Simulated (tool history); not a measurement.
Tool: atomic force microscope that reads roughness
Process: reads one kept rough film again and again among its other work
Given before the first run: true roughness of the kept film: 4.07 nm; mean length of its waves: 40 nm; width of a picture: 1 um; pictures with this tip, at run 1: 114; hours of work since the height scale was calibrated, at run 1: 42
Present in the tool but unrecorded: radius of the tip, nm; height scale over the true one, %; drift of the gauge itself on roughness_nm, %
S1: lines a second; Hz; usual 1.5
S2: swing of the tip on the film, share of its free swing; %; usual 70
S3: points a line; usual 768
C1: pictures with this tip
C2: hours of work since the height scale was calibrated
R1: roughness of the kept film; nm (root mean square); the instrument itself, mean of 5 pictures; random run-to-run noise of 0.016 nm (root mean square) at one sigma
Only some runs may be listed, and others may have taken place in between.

run 1 hour=0 | S1=1.5 S2=70 S3=768 | C1=114 C2=42 | R1=3.379
run 2 hour=19.5 | S1=1.5 S2=70 S3=768 | C1=132 C2=52 | R1=3.344
run 3 hour=35.1 | S1=1.5 S2=88 S3=768 | C1=146 C2=60 | R1=3.171
-- hour=46.5 new tip fitted
run 4 hour=63.2 | S1=1.5 S2=88 S3=768 | C1=15 C2=73 | R1=3.578
run 5 hour=92.8 | S1=1.5 S2=88 S3=768 | C1=42 C2=88 | R1=3.524
run 6 hour=106.3 | S1=1.5 S2=88 S3=768 | C1=54 C2=95 | R1=3.468
run 7 hour=138.7 | S1=1.9 S2=88 S3=768 | C1=83 C2=111 | R1=3.295
run 8 hour=160 | S1=1.5 S2=70 S3=440 | C1=102 C2=121 | R1=3.414
-- hour=163.9 height scale calibrated on a step standard
run 9 hour=192.5 | S1=1.5 S2=70 S3=440 | C1=131 C2=14 | R1=3.326
run 10 hour=206.8 | S1=1.5 S2=70 S3=440 | C1=144 C2=21 | R1=3.286
-- hour=214.5 height scale calibrated on a step standard, once more
-- hour=221.1 new tip fitted
run 11 hour=237.7 | S1=1.5 S2=82 S3=510 | C1=15 C2=11 | R1=3.643
run 12 hour=253.2 | S1=1.3 S2=82 S3=328 | C1=29 C2=19 | R1=3.576
run 13 hour=281.1 | S1=1.3 S2=82 S3=328 | C1=54 C2=33 | R1=3.521
run 14 hour=299.3 | S1=1.8 S2=66 S3=1015 | C1=70 C2=42 | R1=3.522

Alternative continuations, all from the tool just after run 14; predict every row:
run A hour=329.8 | S1=0.98 S2=57 S3=880 | C1=98 C2=57 | R1=?
run B hour=329.8 | S1=1.5 S2=70 S3=619 | C1=98 C2=57 | R1=?
run C hour=329.8 | S1=1.64 S2=61 S3=1015 | C1=98 C2=57 | R1=?
run D hour=329.8 | S1=0.79 S2=90 S3=490 | C1=98 C2=57 | R1=?

run=A R1=3.476
run=B R1=3.442
run=C R1=3.481
run=D R1=3.367
Without the tool's hidden state the same runs would have given:
run=A R1=3.836
run=B R1=3.8
run=C R1=3.841
run=D R1=3.717

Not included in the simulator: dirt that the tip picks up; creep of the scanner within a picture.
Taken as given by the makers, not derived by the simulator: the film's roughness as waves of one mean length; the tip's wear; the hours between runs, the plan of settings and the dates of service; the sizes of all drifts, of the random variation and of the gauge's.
